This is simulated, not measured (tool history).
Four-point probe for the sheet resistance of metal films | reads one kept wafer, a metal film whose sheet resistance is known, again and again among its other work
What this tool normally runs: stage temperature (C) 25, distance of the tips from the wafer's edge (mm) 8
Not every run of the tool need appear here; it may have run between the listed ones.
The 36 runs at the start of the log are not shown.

run    hour  stage temperature (C)  distance of the tips from the wafer's edge (mm)  sheet resistance as the instrument gives it (ohm/square)
 37    3027                     32                                               47                                                  0.437435
 38  3121.9                     32                                               47                                                  0.437537
 39  3175.7                     33                                                3                                                  0.443546
 40  3289.2                     20                                                6                                                  0.443872
 41  3403.1                     27                                               40                                                  0.439526
 42  3496.7                     32                                               39                                                  0.437576
 43    3562                     20                                               22                                                  0.442311
 44  3629.7                     20                                               22                                                  0.442301
 45  3738.7                     35                                                4                                                  0.440088
 46  3790.2                     35                                                4                                                  0.439978

Alternative continuations, all from the tool just after run 46; predict every row:
  A  3869.7                     21                                                8                                                         ?
  B  3869.7                     19                                                3                                                         ?
  C  3869.7                     26                                                7                                                         ?

run  sheet resistance as the instrument gives it (ohm/square)
  A                                                  0.442751
  B                                                  0.449344
  C                                                  0.440863
Had the tool no hidden state, the same runs would have come out as:
run  sheet resistance as the instrument gives it (ohm/square)
  A                                                  0.442737
  B                                                   0.44933
  C                                                  0.440849
